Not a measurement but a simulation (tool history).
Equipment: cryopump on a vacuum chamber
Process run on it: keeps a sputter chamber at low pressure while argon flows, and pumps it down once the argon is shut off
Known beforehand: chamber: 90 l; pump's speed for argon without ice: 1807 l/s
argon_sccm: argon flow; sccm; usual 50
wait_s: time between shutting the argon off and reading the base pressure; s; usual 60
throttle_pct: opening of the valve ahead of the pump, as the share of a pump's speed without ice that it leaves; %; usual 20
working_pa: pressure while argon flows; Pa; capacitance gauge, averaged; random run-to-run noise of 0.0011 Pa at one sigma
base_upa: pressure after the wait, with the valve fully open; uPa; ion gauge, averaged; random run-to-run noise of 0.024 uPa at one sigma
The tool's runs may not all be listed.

{"run": 1, "hour": 0.0, "argon_sccm": 50, "wait_s": 60, "throttle_pct": 20, "working_pa": 0.2362, "base_upa": 1.53}
{"run": 2, "hour": 6.8, "argon_sccm": 50, "wait_s": 60, "throttle_pct": 20, "working_pa": 0.2364, "base_upa": 1.53}
{"run": 3, "hour": 22.8, "argon_sccm": 50, "wait_s": 60, "throttle_pct": 20, "working_pa": 0.2354, "base_upa": 1.55}
{"run": 4, "hour": 39.1, "argon_sccm": 50, "wait_s": 60, "throttle_pct": 20, "working_pa": 0.236, "base_upa": 1.55}
{"run": 5, "hour": 49.5, "argon_sccm": 50, "wait_s": 60, "throttle_pct": 20, "working_pa": 0.2343, "base_upa": 1.52}
{"run": 6, "hour": 59.4, "argon_sccm": 50, "wait_s": 60, "throttle_pct": 20, "working_pa": 0.2336, "base_upa": 1.52}
{"run": 7, "hour": 72.0, "argon_sccm": 23, "wait_s": 60, "throttle_pct": 20, "working_pa": 0.1079, "base_upa": 1.55}
{"run": 8, "hour": 79.2, "argon_sccm": 23, "wait_s": 60, "throttle_pct": 20, "working_pa": 0.1086, "base_upa": 1.52}
{"run": 9, "hour": 86.1, "argon_sccm": 25, "wait_s": 60, "throttle_pct": 20, "working_pa": 0.1161, "base_upa": 1.54}
{"run": 10, "hour": 95.0, "argon_sccm": 25, "wait_s": 60, "throttle_pct": 20, "working_pa": 0.1174, "base_upa": 1.55}
{"run": 11, "hour": 101.8, "argon_sccm": 24, "wait_s": 222, "throttle_pct": 51, "working_pa": 0.0452, "base_upa": 1.06}
{"run": 12, "hour": 116.7, "argon_sccm": 24, "wait_s": 222, "throttle_pct": 51, "working_pa": 0.0448, "base_upa": 1.06}
{"run": 13, "hour": 128.3, "argon_sccm": 46, "wait_s": 144, "throttle_pct": 51, "working_pa": 0.0858, "base_upa": 1.2}
{"run": 14, "hour": 144.7, "argon_sccm": 46, "wait_s": 144, "throttle_pct": 51, "working_pa": 0.0875, "base_upa": 1.11}
{"run": 15, "hour": 159.9, "argon_sccm": 71, "wait_s": 52, "throttle_pct": 45, "working_pa": 0.1521, "base_upa": 1.64}
{"run": 16, "hour": 170.6, "argon_sccm": 65, "wait_s": 43, "throttle_pct": 28, "working_pa": 0.2203, "base_upa": 1.87}
{"run": 17, "hour": 183.6, "argon_sccm": 65, "wait_s": 43, "throttle_pct": 28, "working_pa": 0.2228, "base_upa": 1.9}
{"run": 18, "hour": 191.9, "argon_sccm": 50, "wait_s": 143, "throttle_pct": 20, "working_pa": 0.2361, "base_upa": 1.14}
{"run": 19, "hour": 208.5, "argon_sccm": 50, "wait_s": 143, "throttle_pct": 20, "working_pa": 0.2369, "base_upa": 1.19}

Branching from run 19: 4 alternative next runs. What would each branch give?
{"run": "A", "hour": 218.3, "argon_sccm": 83, "wait_s": 28, "throttle_pct": 20, "working_pa": "?", "base_upa": "?"}
{"run": "B", "hour": 218.3, "argon_sccm": 23, "wait_s": 38, "throttle_pct": 20, "working_pa": "?", "base_upa": "?"}
{"run": "C", "hour": 218.3, "argon_sccm": 50, "wait_s": 60, "throttle_pct": 16, "working_pa": "?", "base_upa": "?"}
{"run": "D", "hour": 218.3, "argon_sccm": 31, "wait_s": 39, "throttle_pct": 20, "working_pa": "?", "base_upa": "?"}

run=A working_pa=0.3934 base_upa=2.31
run=B working_pa=0.1090 base_upa=2.04
run=C working_pa=0.2952 base_upa=1.58
run=D working_pa=0.1475 base_upa=2.00
What these runs would have given with no unlogged condition in the tool:
run=A working_pa=0.3881 base_upa=1.60
run=B working_pa=0.1075 base_upa=1.30
run=C working_pa=0.2921 base_upa=0.85
run=D working_pa=0.1455 base_upa=1.27
